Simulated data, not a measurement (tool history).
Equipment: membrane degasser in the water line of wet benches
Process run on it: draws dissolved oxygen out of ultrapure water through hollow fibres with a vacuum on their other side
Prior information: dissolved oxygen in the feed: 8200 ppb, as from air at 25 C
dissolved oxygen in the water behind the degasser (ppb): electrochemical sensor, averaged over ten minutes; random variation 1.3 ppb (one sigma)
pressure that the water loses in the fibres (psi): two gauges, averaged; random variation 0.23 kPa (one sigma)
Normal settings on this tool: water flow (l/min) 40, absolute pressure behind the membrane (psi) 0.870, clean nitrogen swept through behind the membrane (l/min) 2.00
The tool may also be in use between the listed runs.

run	day	water flow (l/min)	absolute pressure behind the membrane (psi)	clean nitrogen swept through behind the membrane (l/min)	dissolved oxygen in the water behind the degasser (ppb)	pressure that the water loses in the fibres (psi)
1	0.000	40	0.870	2.00	127.1	8.583
2	2.458	40	0.870	2.00	129.1	8.524
3	5.562	40	0.870	2.00	129.8	8.638
4	8.408	28	0.870	2.00	88.4	6.032
5	12.400	40	0.870	2.00	129.0	8.633
6	15.829	40	0.870	2.00	131.2	8.682
7	19.517	40	0.870	2.00	128.9	8.723
8	23.850	40	0.870	2.00	128.7	8.698
# day 24.842: vacuum gauge calibrated
9	27.446	40	0.870	2.00	126.5	8.612
10	30.988	40	0.870	2.00	129.0	8.675
11	32.833	40	0.870	2.00	128.1	8.654
12	36.017	40	0.870	2.00	129.0	8.715
13	40.371	40	0.870	2.00	128.6	8.669
# day 40.775: gauge calibrated
14	44.617	40	0.870	2.00	132.1	8.647
15	47.771	40	0.870	2.00	128.9	8.634
16	51.350	40	0.870	2.00	128.7	8.595
17	53.833	40	0.870	2.00	129.0	8.573
18	58.021	27	1.720	2.00	265.3	5.807
19	61.442	40	0.870	5.04	58.5	8.662
20	63.475	40	0.870	5.04	58.2	8.692
21	66.100	40	0.870	5.04	58.3	8.711
22	69.250	48	0.759	1.34	161.0	10.444
23	73.279	48	0.759	1.34	161.3	10.401
24	77.250	48	0.759	1.34	159.8	10.457
25	79.829	40	2.057	4.03	253.5	8.769
26	81.675	40	2.057	4.03	255.3	8.763
27	85.850	53	0.833	2.79	133.0	11.665
28	88.279	53	0.833	2.76	136.9	11.623
29	92.617	53	0.893	0.86	340.5	11.597
30	95.317	33	0.637	2.26	41.7	7.266
31	97.162	40	0.870	1.20	195.7	8.886
32	100.821	40	0.870	1.20	196.9	8.857

Alternative continuations, all from the tool just after run 32; predict every row:
A	103.608	31	0.870	2.00	?	?
B	103.608	32	1.736	2.45	?	?
C	103.608	27	1.812	2.00	?	?

run	dissolved oxygen in the water behind the degasser (ppb)	pressure that the water loses in the fibres (psi)
A	97.9	6.897
B	262.1	7.081
C	280.0	5.984
The same runs, with their run-to-run variation unchanged, on a tool lacking any hidden condition would have given:
run	dissolved oxygen in the water behind the degasser (ppb)	pressure that the water loses in the fibres (psi)
A	97.9	6.663
B	262.0	6.839
C	279.9	5.780

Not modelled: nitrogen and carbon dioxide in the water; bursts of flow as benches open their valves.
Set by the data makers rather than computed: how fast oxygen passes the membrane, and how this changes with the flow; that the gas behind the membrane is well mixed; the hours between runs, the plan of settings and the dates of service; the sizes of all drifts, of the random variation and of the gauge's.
